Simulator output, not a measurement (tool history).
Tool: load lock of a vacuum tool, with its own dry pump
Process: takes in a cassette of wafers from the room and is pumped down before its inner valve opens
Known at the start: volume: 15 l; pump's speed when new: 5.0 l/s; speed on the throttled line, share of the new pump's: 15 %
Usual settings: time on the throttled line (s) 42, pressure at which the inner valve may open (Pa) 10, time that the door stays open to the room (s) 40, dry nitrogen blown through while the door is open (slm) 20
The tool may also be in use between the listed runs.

run    hour  time on the throttled line (s)  pressure at which the inner valve may open (Pa)  time that the door stays open to the room (s)  dry nitrogen blown through while the door is open (slm)  incoming humidity of the room's air, %  time from the closed door until the inner valve may open (s)  rise of the pressure with all valves shut (Pa/min)
  1     0.0                              42                                               10                                             40                                                       20                                    46.4                                                          65.7                                               0.075
  2   250.0                              42                                               10                                             40                                                       20                                    45.4                                                          66.7                                               0.086
  3   420.5                              42                                               10                                             40                                                       20                                    41.0                                                          66.5                                               0.084
  4   593.2                              42                                               10                                             40                                                       20                                    45.7                                                          65.9                                               0.091
  5   767.2                              42                                               10                                             40                                                       20                                    44.5                                                          67.3                                               0.090
  6   936.9                              42                                               10                                             40                                                       20                                    45.8                                                          65.9                                               0.096
  7  1188.0                              42                                               10                                             40                                                       20                                    46.6                                                          65.7                                               0.106
  8  1338.9                              42                                               10                                             40                                                       13                                    46.7                                                          67.4                                               0.119
  9  1579.0                              42                                               10                                            126                                                       20                                    46.8                                                          67.2                                               0.132
 10  1787.2                              42                                               14                                             40                                                       20                                    45.3                                                          66.3                                               0.114
 11  1932.5                              42                                               10                                             40                                                       20                                    49.0                                                          66.6                                               0.117
 12  2173.7                              42                                               10                                             40                                                       20                                    45.9                                                          67.0                                               0.126
 13  2317.2                              39                                               10                                             40                                                       20                                    44.7                                                          64.1                                               0.127
 14  2569.0                              42                                               10                                             40                                                       20                                    41.3                                                          67.3                                               0.131
 15  2766.1                              42                                               10                                             40                                                       20                                    46.7                                                          67.9                                               0.133
 16  2880.5                              42                                               10                                             40                                                       20                                    43.1                                                          67.7                                               0.140
 17  3092.0                              42                                               10                                             40                                                       20                                    44.2                                                          67.5                                               0.141
 18  3324.8                              73                                               11                                             50                                                       20                                    43.8                                                          91.6                                               0.154
 19  3469.6                              22                                               11                                             50                                                       16                                    44.6                                                          50.5                                               0.157
 20  3678.1                              22                                               13                                             50                                                       16                                    46.9                                                          50.5                                               0.167
 21  3798.8                              22                                               13                                             50                                                       16                                    43.5                                                          51.0                                               0.167

Run 22 comes next. What will it give?
 22  3960.1                              50                                               13                                             43                                                       16                                    41.2                                                             ?                                                   ?

Run 22 gave time from the closed door until the inner valve may open (s) 73.2, rise of the pressure with all valves shut (Pa/min) 0.163.
Without the tool's hidden state the same run would have given time from the closed door until the inner valve may open (s) 69.2, rise of the pressure with all valves shut (Pa/min) 0.035.
